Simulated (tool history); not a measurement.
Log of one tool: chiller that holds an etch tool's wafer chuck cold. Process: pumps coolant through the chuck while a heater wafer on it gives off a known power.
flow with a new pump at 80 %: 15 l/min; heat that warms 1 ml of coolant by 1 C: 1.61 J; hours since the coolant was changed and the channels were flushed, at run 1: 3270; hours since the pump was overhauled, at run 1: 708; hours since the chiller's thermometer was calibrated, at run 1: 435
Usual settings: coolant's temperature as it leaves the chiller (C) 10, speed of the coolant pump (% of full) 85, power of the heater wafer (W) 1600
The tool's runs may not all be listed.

| run | hour | coolant's temperature as it leaves the chiller (C) | speed of the coolant pump (% of full) | power of the heater wafer (W) | hours since the coolant was changed and the channels were flushed | hours since the pump was overhauled | hours since the chiller's thermometer was calibrated | chuck's temperature once it has settled (C) | how much warmer the coolant comes back (C) |
|---|---|---|---|---|---|---|---|---|---|
| 1 | 0.0 | 10 | 85 | 1600 | 3270 | 708 | 435 | 21.3 | 3.70 |
| 2 | 22.7 | 10 | 85 | 1600 | 3292 | 731 | 458 | 21.5 | 3.76 |
| 3 | 55.9 | 10 | 85 | 1600 | 3326 | 764 | 491 | 21.7 | 3.77 |
| 4 | 72.8 | 10 | 85 | 1600 | 3342 | 781 | 508 | 21.5 | 3.74 |
| 5 | 98.9 | 10 | 85 | 1600 | 3369 | 807 | 534 | 21.3 | 3.67 |
| 6 | 129.6 | 10 | 85 | 1600 | 3399 | 838 | 564 | 21.6 | 3.69 |
| 7 | 145.8 | 10 | 64 | 1600 | 3415 | 854 | 581 | 23.9 | 4.89 |
| 8 | 174.2 | 10 | 64 | 952 | 3444 | 882 | 609 | 18.1 | 2.84 |
| 9 | 209.4 | 10 | 85 | 1797 | 3479 | 917 | 644 | 23.1 | 4.15 |
| 10 | 227.7 | 10 | 85 | 885 | 3497 | 936 | 663 | 16.3 | 2.04 |
| 11 | 259.3 | 10 | 85 | 862 | 3529 | 967 | 694 | 16.2 | 1.90 |
| 12 | 285.7 | 10 | 85 | 862 | 3555 | 994 | 720 | 16.1 | 1.92 |
| 13 | 307.6 | 10 | 85 | 862 | 3577 | 1016 | 742 | 16.3 | 1.94 |
| 14 | 340.7 | 10 | 85 | 1600 | 3610 | 1049 | 776 | 21.4 | 3.62 |
| 15 | 378.0 | 10 | 85 | 1600 | 3648 | 1086 | 813 | 21.4 | 3.52 |
| 16 | 407.7 | 10 | 85 | 1600 | 3677 | 1116 | 843 | 21.5 | 3.51 |
| 17 | 426.8 | 10 | 85 | 1600 | 3696 | 1135 | 862 | 21.6 | 3.57 |
| 18 | 464.4 | 5 | 85 | 2114 | 3734 | 1172 | 899 | 20.3 | 4.79 |
| 19 | 488.3 | 10 | 85 | 815 | 3758 | 1196 | 923 | 15.8 | 1.68 |
| 20 | 512.5 | 4 | 93 | 1028 | 3782 | 1220 | 947 | 11.0 | 2.03 |
| 21 | 536.4 | 4 | 93 | 1028 | 3806 | 1244 | 971 | 11.0 | 1.97 |
| 22 | 566.4 | 0 | 93 | 1525 | 3836 | 1274 | 1001 | 10.4 | 3.01 |
| 23 | 591.0 | 11 | 85 | 2076 | 3861 | 1299 | 1026 | 26.0 | 4.60 |
| 24 | 615.5 | 11 | 85 | 2076 | 3885 | 1323 | 1050 | 25.9 | 4.58 |
| 25 | 649.3 | 11 | 85 | 2076 | 3919 | 1357 | 1084 | 25.9 | 4.64 |
| 26 | 684.7 | 20 | 61 | 1271 | 3954 | 1393 | 1120 | 31.4 | 3.78 |
| 27 | 702.4 | 1 | 61 | 844 | 3972 | 1410 | 1137 | 8.7 | 2.38 |
| 28 | 723.6 | 10 | 68 | 1408 | 3993 | 1432 | 1158 | 21.7 | 3.73 |
| 29 | 754.2 | 8 | 83 | 965 | 4024 | 1462 | 1189 | 15.0 | 2.00 |
| 30 | 776.1 | 3 | 79 | 991 | 4046 | 1484 | 1211 | 10.7 | 2.17 |
| 31 | 808.8 | 14 | 72 | 889 | 4078 | 1517 | 1244 | 21.0 | 2.08 |
| 32 | 824.6 | 14 | 72 | 889 | 4094 | 1533 | 1259 | 21.2 | 2.10 |

4 ways to go on from here, each from the tool as it stands after run 32. What would each give?
|  | 837.6 | gauge calibrated |
| A | 848.3 | 1 | 85 | 1899 | 4118 | 1556 | 1283 | ? | ? |
|  | 837.6 | gauge calibrated |
| B | 848.3 | 10 | 72 | 1740 | 4118 | 1556 | 1283 | ? | ? |
|  | 837.6 | gauge calibrated |
| C | 848.3 | 5 | 72 | 889 | 4118 | 1556 | 1283 | ? | ? |
|  | 837.6 | gauge calibrated |
| D | 848.3 | 13 | 72 | 1889 | 4118 | 1556 | 1283 | ? | ? |

| run | chuck's temperature once it has settled (C) | how much warmer the coolant comes back (C) |
|---|---|---|
| A | 14.6 | 4.49 |
| B | 24.1 | 4.81 |
| C | 11.9 | 2.46 |
| D | 28.2 | 5.15 |
Without the tool's hidden state the same runs would have given:
| run | chuck's temperature once it has settled (C) | how much warmer the coolant comes back (C) |
|---|---|---|
| A | 14.6 | 4.49 |
| B | 24.1 | 4.81 |
| C | 11.9 | 2.46 |
| D | 28.2 | 5.16 |
